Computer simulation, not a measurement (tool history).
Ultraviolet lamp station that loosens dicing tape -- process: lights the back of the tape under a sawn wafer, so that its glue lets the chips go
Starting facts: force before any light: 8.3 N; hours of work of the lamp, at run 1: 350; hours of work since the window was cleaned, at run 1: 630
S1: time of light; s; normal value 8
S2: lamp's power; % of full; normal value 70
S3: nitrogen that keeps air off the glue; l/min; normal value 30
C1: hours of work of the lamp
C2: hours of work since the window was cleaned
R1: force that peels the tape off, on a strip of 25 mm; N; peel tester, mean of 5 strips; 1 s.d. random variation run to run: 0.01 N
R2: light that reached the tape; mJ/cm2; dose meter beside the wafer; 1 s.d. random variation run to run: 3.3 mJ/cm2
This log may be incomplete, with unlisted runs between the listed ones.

| run | day | S1 | S2 | S3 | C1 | C2 | R1 | R2 |
|---|---|---|---|---|---|---|---|---|
| 1 | 0.000 | 8 | 70 | 30 | 350 | 630 | 0.816 | 393 |
|  | 0.400 | window cleaned of glue's vapour |
| 2 | 0.483 | 8 | 70 | 30 | 357 | 1 | 0.633 | 454 |
| 3 | 1.133 | 8 | 70 | 30 | 367 | 11 | 0.615 | 450 |
| 4 | 1.612 | 8 | 70 | 30 | 375 | 19 | 0.644 | 446 |
| 5 | 2.017 | 8 | 70 | 30 | 381 | 25 | 0.636 | 453 |
| 6 | 2.546 | 8 | 69 | 30 | 390 | 34 | 0.662 | 439 |
| 7 | 3.296 | 8 | 69 | 30 | 401 | 45 | 0.707 | 438 |
| 8 | 3.750 | 8 | 69 | 30 | 409 | 53 | 0.681 | 439 |
| 9 | 4.375 | 8 | 69 | 30 | 418 | 62 | 0.723 | 437 |
| 10 | 4.829 | 8 | 70 | 35 | 425 | 70 | 0.584 | 441 |
| 11 | 5.633 | 8 | 70 | 30 | 438 | 82 | 0.662 | 437 |
| 12 | 6.450 | 8 | 70 | 30 | 451 | 95 | 0.706 | 438 |
| 13 | 7.362 | 8 | 70 | 30 | 465 | 109 | 0.683 | 427 |
| 14 | 8.038 | 8 | 70 | 30 | 476 | 120 | 0.712 | 431 |
| 15 | 8.771 | 8 | 70 | 30 | 487 | 132 | 0.738 | 425 |
| 16 | 9.454 | 8 | 61 | 30 | 498 | 142 | 0.984 | 369 |
| 17 | 10.312 | 8 | 62 | 30 | 512 | 156 | 0.962 | 372 |
| 18 | 11.058 | 8 | 62 | 30 | 523 | 167 | 0.999 | 371 |
| 19 | 11.921 | 8 | 62 | 30 | 537 | 181 | 0.994 | 372 |
| 20 | 12.812 | 8 | 62 | 30 | 551 | 195 | 1.002 | 365 |
| 21 | 13.662 | 8 | 70 | 30 | 564 | 208 | 0.810 | 407 |
| 22 | 14.404 | 8 | 70 | 30 | 576 | 220 | 0.789 | 406 |
| 23 | 15.183 | 8 | 70 | 30 | 588 | 232 | 0.808 | 410 |
| 24 | 15.904 | 8 | 70 | 30 | 600 | 244 | 0.834 | 399 |
| 25 | 16.312 | 8 | 70 | 12 | 606 | 250 | 1.552 | 397 |
| 26 | 17.050 | 7 | 70 | 26 | 618 | 262 | 1.207 | 347 |
| 27 | 17.804 | 10 | 97 | 49 | 629 | 273 | 0.167 | 687 |
| 28 | 18.688 | 10 | 97 | 49 | 643 | 287 | 0.166 | 673 |
| 29 | 19.617 | 6 | 66 | 30 | 658 | 302 | 1.670 | 276 |
| 30 | 20.412 | 9 | 93 | 39 | 670 | 314 | 0.294 | 586 |
| 31 | 21.162 | 9 | 93 | 39 | 682 | 326 | 0.298 | 573 |
| 32 | 21.775 | 9 | 62 | 47 | 692 | 336 | 0.698 | 381 |
| 33 | 22.317 | 6 | 62 | 39 | 700 | 344 | 1.647 | 251 |
| 34 | 23.012 | 15 | 70 | 30 | 711 | 355 | 0.210 | 711 |
| 35 | 23.804 | 15 | 70 | 30 | 724 | 368 | 0.208 | 706 |
| 36 | 24.638 | 12 | 88 | 30 | 737 | 381 | 0.216 | 703 |
| 37 | 25.250 | 12 | 88 | 30 | 746 | 390 | 0.208 | 705 |
| 38 | 25.829 | 7 | 80 | 23 | 756 | 400 | 1.175 | 376 |
| 39 | 26.696 | 4 | 82 | 30 | 769 | 413 | 2.399 | 214 |
| 40 | 27.575 | 10 | 74 | 18 | 783 | 427 | 0.807 | 482 |
| 41 | 28.467 | 10 | 74 | 18 | 797 | 441 | 0.828 | 480 |
| 42 | 28.925 | 8 | 85 | 49 | 804 | 448 | 0.473 | 442 |
| 43 | 29.608 | 8 | 77 | 21 | 815 | 459 | 1.135 | 388 |
| 44 | 30.488 | 5 | 82 | 17 | 829 | 473 | 2.332 | 259 |

What if the next run were any one of these 3? Each begins from the tool's condition after run 44:
| A | 31.158 | 6 | 80 | 46 | 839 | 483 | ? | ? |
| B | 31.158 | 11 | 75 | 17 | 839 | 483 | ? | ? |
| C | 31.158 | 4 | 64 | 17 | 839 | 483 | ? | ? |

| run | R1 | R2 |
|---|---|---|
| A | 1.100 | 304 |
| B | 0.723 | 522 |
| C | 3.749 | 162 |
With the hidden condition removed and each run's random variation left untouched, the same runs would have given:
| run | R1 | R2 |
|---|---|---|
| A | 0.479 | 444 |
| B | 0.287 | 762 |
| C | 2.628 | 236 |

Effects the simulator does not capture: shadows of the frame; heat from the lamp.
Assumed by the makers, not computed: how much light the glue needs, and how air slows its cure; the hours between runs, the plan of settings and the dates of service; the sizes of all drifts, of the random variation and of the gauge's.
